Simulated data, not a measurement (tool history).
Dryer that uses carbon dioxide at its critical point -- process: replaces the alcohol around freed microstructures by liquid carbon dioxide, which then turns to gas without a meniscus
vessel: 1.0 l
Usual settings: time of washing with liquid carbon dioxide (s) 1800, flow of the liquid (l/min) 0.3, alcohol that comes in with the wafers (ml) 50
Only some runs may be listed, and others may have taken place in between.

run   hour  time of washing with liquid carbon dioxide (s)  flow of the liquid (l/min)  alcohol that comes in with the wafers (ml)  alcohol left in the vessel before it's heated (ppm by volume)
  1      0                                            1800                         0.3                                          50                                                            143
  2   10.8                                            1800                         0.3                                          50                                                            158
  3   21.1                                            1800                         0.3                                          50                                                            152
  4   34.2                                            1800                         0.3                                          50                                                            144
  5     43                                            1800                         0.3                                          50                                                            159
  6   54.5                                            1800                         0.3                                          50                                                            167
  7   64.1                                            1800                         0.3                                          50                                                            168
  8   72.1                                            1800                         0.3                                          50                                                            173
  9   80.3                                            1800                         0.3                                          50                                                            177
 10     89                                            1800                         0.3                                          50                                                            171
 11  105.9                                            1800                         0.3                                          50                                                            178
 12  119.7                                            1800                         0.3                                          50                                                            196
 13    134                                            1800                         0.3                                          50                                                            190
 14  148.6                                            1920                       0.195                                          50                                                            847
 15    161                                            1920                       0.195                                          50                                                            389
 16  177.5                                            1920                        0.19                                          72                                                            610
 17  192.7                                            1380                       0.445                                          28                                                             67
 18    209                                            1800                       0.288                                          50                                                            123
 19    218                                            1800                       0.288                                          50                                                            131
 20  225.1                                            1800                       0.288                                          50                                                            127
 21  235.4                                            1620                       0.467                                         105                                                             70

Withheld: 1 entry from between the runs. Position of each, and hidden state at the listed run before versus the listed run after:
In the gap between runs 14 and 15: inlet filter changed (hour 151.6)
  flow that reaches the vessel past the clogged filter, %: 81.8 -> 99.1; alcohol in the recycled carbon dioxide, ppm: 56.4 -> 57.4
  what was measured, less what the result would be without the hidden state, alcohol left in the vessel before it's heated (ppm by volume): +524 -> +67
